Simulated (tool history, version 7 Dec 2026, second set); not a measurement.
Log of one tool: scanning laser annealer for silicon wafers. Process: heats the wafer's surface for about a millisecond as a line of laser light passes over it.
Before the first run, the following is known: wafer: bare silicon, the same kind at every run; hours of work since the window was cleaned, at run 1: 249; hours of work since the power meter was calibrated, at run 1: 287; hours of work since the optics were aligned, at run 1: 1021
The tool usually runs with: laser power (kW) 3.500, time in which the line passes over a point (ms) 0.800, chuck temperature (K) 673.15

run   hour  laser power (kW)  time in which the line passes over a point (ms)  chuck temperature (K)  hours of work since the window was cleaned  hours of work since the power meter was calibrated  hours of work since the optics were aligned  highest temperature of the surface (K)
  1    0.0             3.500                                            0.800                 673.15                                         249                                                 287                                         1021                                 1453.15
  2   26.8             3.500                                            0.800                 673.15                                         263                                                 302                                         1036                                 1452.15
  3   49.7             3.705                                            0.800                 673.15                                         276                                                 314                                         1049                                 1499.15
  4   79.3             3.169                                            0.800                 673.15                                         292                                                 331                                         1065                                 1372.15
  5  103.2             3.169                                            0.800                 673.15                                         306                                                 344                                         1078                                 1372.15
  6  117.2             3.329                                            0.800                 673.15                                         313                                                 352                                         1086                                 1407.15
  7  140.7             3.329                                            0.800                 673.15                                         326                                                 365                                         1099                                 1409.15
  8  165.8             3.329                                            0.800                 673.15                                         340                                                 379                                         1113                                 1408.15
  9  181.8             3.329                                            0.800                 673.15                                         349                                                 387                                         1122                                 1408.15
 10  203.9             3.500                                            0.800                 673.15                                         361                                                 400                                         1134                                 1441.15
 11  225.1             3.500                                            0.800                 673.15                                         373                                                 411                                         1145                                 1442.15
 12  237.7             3.500                                            0.800                 673.15                                         380                                                 418                                         1152                                 1444.15
 13  254.2             3.500                                            0.800                 673.15                                         389                                                 427                                         1162                                 1441.15
 14  268.5             3.500                                            0.800                 673.15                                         397                                                 435                                         1169                                 1438.15
 15  298.5             3.500                                            0.800                 673.15                                         414                                                 452                                         1186                                 1440.15
 16  313.5             3.500                                            0.800                 673.15                                         422                                                 460                                         1194                                 1438.15
 17  342.9             3.500                                            0.800                 673.15                                         438                                                 476                                         1211                                 1441.15
 18  372.2             3.500                                            0.800                 673.15                                         454                                                 493                                         1227                                 1435.15
 19  400.9             3.500                                            0.800                 673.15                                         470                                                 508                                         1243                                 1435.15
 20  415.4             3.500                                            0.800                 673.15                                         478                                                 517                                         1251                                 1433.15
 21  434.4             3.500                                            0.800                 646.15                                         489                                                 527                                         1261                                 1406.15
 22  453.4             3.500                                            0.891                 653.15                                         499                                                 537                                         1272                                 1449.15
 23  483.5             3.125                                            0.917                 653.15                                         516                                                 554                                         1288                                 1369.15
 24  509.4             3.125                                            0.917                 653.15                                         530                                                 568                                         1302                                 1369.15
 25  527.7             3.125                                            0.703                 653.15                                         540                                                 579                                         1313                                 1291.15
 26  552.0             3.025                                            0.772                 659.15                                         554                                                 592                                         1326                                 1301.15
 27  573.5             3.400                                            0.754                 659.15                                         565                                                 604                                         1338                                 1373.15
 28  599.2             3.400                                            0.754                 659.15                                         580                                                 618                                         1352                                 1374.15
 29  615.0             3.400                                            0.754                 659.15                                         588                                                 627                                         1361                                 1372.15
 30  632.4             3.046                                            0.754                 672.15                                         598                                                 636                                         1370                                 1309.15
 31  646.0             3.046                                            0.754                 672.15                                         605                                                 644                                         1378                                 1310.15
 32  670.6             3.332                                            0.800                 673.15                                         619                                                 657                                         1392                                 1386.15
 33  685.8             3.500                                            0.789                 673.15                                         627                                                 666                                         1400                                 1420.15
 34  707.3             3.500                                            0.789                 673.15                                         639                                                 678                                         1412                                 1421.15
 35  731.6             3.500                                            0.877                 672.15                                         653                                                 691                                         1425                                 1453.15
 36  755.8             3.500                                            0.877                 672.15                                         666                                                 704                                         1439                                 1449.15
 37  778.3             3.500                                            0.800                 660.15                                         679                                                 717                                         1451                                 1406.15
 38  794.7             3.161                                            0.718                 662.15                                         688                                                 726                                         1460                                 1306.15
 39  810.6             3.161                                            0.718                 662.15                                         696                                                 735                                         1469                                 1305.15
 40  824.2             3.342                                            0.659                 696.15                                         704                                                 742                                         1476                                 1353.15
 41  837.1             3.631                                            0.641                 673.15                                         711                                                 749                                         1484                                 1380.15

Measured less the same run without the tool's hidden state. The same run-to-run variation is in both; the gauge's scatter may not be:
Unlogged tool condition in this case: light that passes the window, % of a clean one's; laser's true power over the reading, %; width of the line over the set one, %; drift of the gauge itself on peak_c, C.
run  highest temperature of the surface (K)
  1                                  -30.00
  2                                  -31.00
  3                                  -33.00
  4                                  -30.00
  5                                  -30.00
  6                                  -33.00
  7                                  -34.00
  8                                  -34.00
  9                                  -35.00
 10                                  -38.00
 11                                  -38.00
 12                                  -39.00
 13                                  -40.00
 14                                  -40.00
 15                                  -41.00
 16                                  -42.00
 17                                  -43.00
 18                                  -45.00
 19                                  -46.00
 20                                  -45.00
 21                                  -46.00
 22                                  -50.00
 23                                  -46.00
 24                                  -47.00
 25                                  -42.00
 26                                  -44.00
 27                                  -49.00
 28                                  -50.00
 29                                  -51.00
 30                                  -46.00
 31                                  -46.00
 32                                  -53.00
 33                                  -56.00
 34                                  -57.00
 35                                  -60.00
 36                                  -62.00
 37                                  -60.00
 38                                  -53.00
 39                                  -53.00
 40                                  -54.00
 41                                  -59.00
